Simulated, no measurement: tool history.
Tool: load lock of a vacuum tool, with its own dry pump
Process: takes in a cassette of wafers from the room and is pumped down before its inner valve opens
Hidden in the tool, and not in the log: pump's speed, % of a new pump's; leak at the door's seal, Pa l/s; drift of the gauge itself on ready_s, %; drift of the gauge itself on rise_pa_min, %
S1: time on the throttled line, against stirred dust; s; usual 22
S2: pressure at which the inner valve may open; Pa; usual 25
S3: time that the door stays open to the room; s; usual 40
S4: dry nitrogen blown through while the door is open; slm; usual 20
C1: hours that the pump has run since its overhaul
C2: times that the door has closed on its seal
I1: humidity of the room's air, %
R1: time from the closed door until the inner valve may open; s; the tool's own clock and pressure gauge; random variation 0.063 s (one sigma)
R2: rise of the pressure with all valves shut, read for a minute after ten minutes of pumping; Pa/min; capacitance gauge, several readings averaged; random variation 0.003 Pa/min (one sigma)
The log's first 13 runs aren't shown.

run 14 hour=4547.7 | S1=31 S2=25 S3=40 S4=20 | C1=15667 C2=18810 | I1=47.6 | R1=38.20 R2=0.162
run 15 hour=4893.9 | S1=31 S2=25 S3=40 S4=20 | C1=16013 C2=20313 | I1=45.2 | R1=38.34 R2=0.180
run 16 hour=5365.9 | S1=31 S2=25 S3=40 S4=20 | C1=16485 C2=22362 | I1=45.6 | R1=38.53 R2=0.206
run 17 hour=5568.5 | S1=22 S2=25 S3=40 S4=20 | C1=16688 C2=23241 | I1=43.2 | R1=30.31 R2=0.206
run 18 hour=6034.5 | S1=22 S2=25 S3=186 S4=20 | C1=17154 C2=25264 | I1=46.8 | R1=30.37 R2=0.267
-- hour=6271.6 dry pump taken out, an overhauled one fitted
run 19 hour=6382.7 | S1=22 S2=25 S3=186 S4=20 | C1=111 C2=26750 | I1=48.0 | R1=29.42 R2=0.281
run 20 hour=6706.4 | S1=28 S2=18 S3=186 S4=4 | C1=435 C2=28155 | I1=43.6 | R1=35.29 R2=0.325
run 21 hour=6976.6 | S1=25 S2=28 S3=80 S4=31 | C1=705 C2=29328 | I1=47.1 | R1=32.13 R2=0.293
run 22 hour=7369.5 | S1=25 S2=49 S3=31 S4=12 | C1=1098 C2=31033 | I1=45.0 | R1=31.37 R2=0.309
run 23 hour=7741.8 | S1=25 S2=49 S3=31 S4=12 | C1=1470 C2=32649 | I1=46.8 | R1=31.45 R2=0.343
run 24 hour=8127.7 | S1=32 S2=49 S3=31 S4=12 | C1=1856 C2=34325 | I1=43.8 | R1=37.79 R2=0.363
run 25 hour=8449.1 | S1=22 S2=25 S3=40 S4=12 | C1=2178 C2=35720 | I1=45.6 | R1=29.53 R2=0.393
run 26 hour=8646.7 | S1=22 S2=25 S3=86 S4=12 | C1=2375 C2=36578 | I1=46.0 | R1=29.50 R2=0.421
-- hour=8750.2 door's seal changed, seat wiped
run 27 hour=8910.2 | S1=22 S2=25 S3=86 S4=12 | C1=2637 C2=695 | I1=44.1 | R1=29.45 R2=0.067
run 28 hour=9375.5 | S1=22 S2=25 S3=86 S4=12 | C1=3102 C2=2715 | I1=47.7 | R1=29.49 R2=0.072
run 29 hour=9596.9 | S1=22 S2=25 S3=40 S4=10 | C1=3324 C2=3676 | I1=41.5 | R1=29.60 R2=0.058
run 30 hour=9854.6 | S1=22 S2=19 S3=40 S4=28 | C1=3581 C2=4794 | I1=46.8 | R1=30.00 R2=0.056
run 31 hour=10275.7 | S1=22 S2=44 S3=40 S4=28 | C1=4003 C2=6622 | I1=46.0 | R1=28.83 R2=0.067
run 32 hour=10663.4 | S1=22 S2=44 S3=198 S4=21 | C1=4390 C2=8305 | I1=44.3 | R1=28.86 R2=0.110
run 33 hour=11114.0 | S1=22 S2=44 S3=159 S4=21 | C1=4841 C2=10261 | I1=45.5 | R1=28.95 R2=0.121
run 34 hour=11420.1 | S1=17 S2=25 S3=81 S4=38 | C1=5147 C2=11590 | I1=45.8 | R1=25.13 R2=0.102
run 35 hour=11635.9 | S1=17 S2=25 S3=81 S4=38 | C1=5363 C2=12527 | I1=46.4 | R1=25.01 R2=0.115
run 36 hour=11906.4 | S1=22 S2=25 S3=86 S4=20 | C1=5633 C2=13701 | I1=46.5 | R1=29.67 R2=0.135
run 37 hour=12286.3 | S1=16 S2=25 S3=86 S4=8 | C1=6013 C2=15350 | I1=46.0 | R1=24.24 R2=0.161
run 38 hour=12633.5 | S1=39 S2=47 S3=40 S4=20 | C1=6360 C2=16857 | I1=45.1 | R1=44.31 R2=0.149

Forecast each of these 3 alternatives for the next run:
run A hour=12951.9 | S1=22 S2=20 S3=130 S4=9 | C1=6679 C2=18240 | I1=47.4 | R1=? R2=?
run B hour=12951.9 | S1=20 S2=19 S3=40 S4=5 | C1=6679 C2=18240 | I1=45.2 | R1=? R2=?
run C hour=12951.9 | S1=26 S2=37 S3=40 S4=19 | C1=6679 C2=18240 | I1=48.9 | R1=? R2=?

run=A R1=29.94 R2=0.199
run=B R1=28.24 R2=0.182
run=C R1=32.89 R2=0.167
Without the tool's hidden state the same runs would have given:
run=A R1=29.53 R2=0.078
run=B R1=27.79 R2=0.060
run=C R1=32.54 R2=0.046

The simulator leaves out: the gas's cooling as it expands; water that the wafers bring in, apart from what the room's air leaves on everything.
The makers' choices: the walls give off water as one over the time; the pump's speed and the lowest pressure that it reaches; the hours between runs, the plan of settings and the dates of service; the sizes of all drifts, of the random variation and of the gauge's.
